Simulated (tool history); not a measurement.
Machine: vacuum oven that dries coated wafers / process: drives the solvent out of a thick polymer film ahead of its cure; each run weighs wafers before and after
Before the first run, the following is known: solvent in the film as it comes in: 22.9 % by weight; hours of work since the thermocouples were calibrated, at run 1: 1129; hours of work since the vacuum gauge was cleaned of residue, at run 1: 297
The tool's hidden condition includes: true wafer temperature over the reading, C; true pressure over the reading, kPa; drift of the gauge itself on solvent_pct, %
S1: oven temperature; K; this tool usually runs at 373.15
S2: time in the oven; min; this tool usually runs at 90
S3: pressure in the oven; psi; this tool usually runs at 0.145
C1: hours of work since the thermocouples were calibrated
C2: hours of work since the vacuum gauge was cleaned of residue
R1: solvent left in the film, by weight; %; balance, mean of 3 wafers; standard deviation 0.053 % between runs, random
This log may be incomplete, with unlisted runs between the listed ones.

Run 1, day 0: usual settings; C1 1129; C2 297. Result: R1 2.06 %.
Run 2, day 0.604: usual settings but S2 47 min; C1 1137; C2 305. Result: R1 5.62 %.
Run 3, day 1.042: usual settings but S1 367.15 K; C1 1143; C2 311. Result: R1 3.12 %.
Run 4, day 1.796: usual settings but S1 367.15 K; C1 1153; C2 321. Result: R1 3.44 %.
Run 5, day 2.233: usual settings but S2 60 min; C1 1159; C2 327. Result: R1 4.27 %.
Run 6, day 2.933: usual settings but S2 124 min; C1 1168; C2 336. Result: R1 1.04 %.
Run 7, day 3.488: usual settings but S2 124 min, S3 0.521 psi; C1 1175; C2 343. Result: R1 1.98 %.
Run 8, day 4.167: usual settings but S2 124 min, S3 0.521 psi; C1 1184; C2 352. Result: R1 2.02 %.
Run 9, day 4.988: usual settings but S2 124 min, S3 0.521 psi; C1 1195; C2 363. Result: R1 1.95 %.
Run 10, day 5.721: usual settings but S2 124 min, S3 0.521 psi; C1 1205; C2 373. Result: R1 1.93 %.
Run 11, day 6.067: usual settings but S1 379.15 K, S2 124 min, S3 0.521 psi; C1 1209; C2 377. Result: R1 1.33 %.
Run 12, day 6.579: usual settings but S1 379.15 K, S2 124 min, S3 0.521 psi; C1 1216; C2 384. Result: R1 1.45 %.
Run 13, day 7.404: usual settings but S1 379.15 K, S2 124 min, S3 0.521 psi; C1 1227; C2 395. Result: R1 1.38 %.
Run 14, day 7.842: usual settings; C1 1233; C2 401. Result: R1 1.97 %.
Run 15, day 8.212: usual settings; C1 1237; C2 406. Result: R1 2.07 %.
Run 16, day 8.704: usual settings but S1 358.15 K; C1 1244; C2 412. Result: R1 5.92 %.
Run 17, day 9.371: usual settings but S1 370.15 K, S3 0.2 psi; C1 1253; C2 421. Result: R1 2.76 %.
Run 18, day 9.717: usual settings but S2 63 min, S3 0.113 psi; C1 1257; C2 425. Result: R1 3.69 %.
Run 19, day 10.279: usual settings but S2 104 min, S3 0.302 psi; C1 1265; C2 433. Result: R1 1.98 %.
Run 20, day 11.054: usual settings but S2 80 min, S3 0.244 psi; C1 1275; C2 443. Result: R1 2.85 %.
Run 21, day 11.738: usual settings but S1 376.15 K, S3 0.203 psi; C1 1284; C2 452. Result: R1 1.72 %.
Run 22, day 12.308: usual settings but S1 362.15 K, S2 126 min, S3 0.203 psi; C1 1291; C2 460. Result: R1 3.14 %.
Run 23, day 13.092: usual settings but S2 123 min, S3 0.203 psi; C1 1302; C2 470. Result: R1 1.19 %.
Run 24, day 13.517: usual settings but S1 361.15 K, S2 123 min, S3 0.255 psi; C1 1307; C2 476. Result: R1 3.61 %.
Run 25, day 13.867: usual settings but S3 0.483 psi; C1 1312; C2 480. Result: R1 2.94 %.
Run 26, day 14.288: usual settings but S1 386.15 K, S2 128 min; C1 1318; C2 486. Result: R1 0.36 %.
Run 27, day 14.662: usual settings but S1 386.15 K, S2 68 min, S3 0.099 psi; C1 1323; C2 491. Result: R1 1.12 %.
Run 28, day 15.117: usual settings but S1 386.15 K, S2 68 min, S3 0.099 psi; C1 1329; C2 497. Result: R1 1.08 %.
Run 29, day 15.488: usual settings but S1 367.15 K, S2 75 min, S3 0.209 psi; C1 1333; C2 502. Result: R1 4.67 %.
Run 30, day 15.954: usual settings but S1 366.15 K, S2 126 min, S3 0.416 psi; C1 1340; C2 508. Result: R1 3 %.
Run 31, day 16.329: usual settings but S3 0.403 psi; C1 1345; C2 513. Result: R1 2.7 %.
Run 32, day 17.004: usual settings but S3 0.403 psi; C1 1353; C2 522. Result: R1 2.78 %.

Consider 3 possible next runs. They are alternatives, not a sequence: every one starts from the tool as it was left by run 32. What does each give?
Run A, day 17.592: usual settings but S1 363.15 K, S3 0.413 psi; C1 1361; C2 529. Result: R1 ?.
Run B, day 17.592: usual settings but S1 364.15 K; C1 1361; C2 529. Result: R1 ?.
Run C, day 17.592: usual settings but S1 369.15 K, S3 0.403 psi; C1 1361; C2 529. Result: R1 ?.

run    R1
  A   5.2
  B  4.11
  C  3.56
Had the tool no hidden state, the same runs would have come out as:
run    R1
  A  4.75
  B  3.69
  C   3.2

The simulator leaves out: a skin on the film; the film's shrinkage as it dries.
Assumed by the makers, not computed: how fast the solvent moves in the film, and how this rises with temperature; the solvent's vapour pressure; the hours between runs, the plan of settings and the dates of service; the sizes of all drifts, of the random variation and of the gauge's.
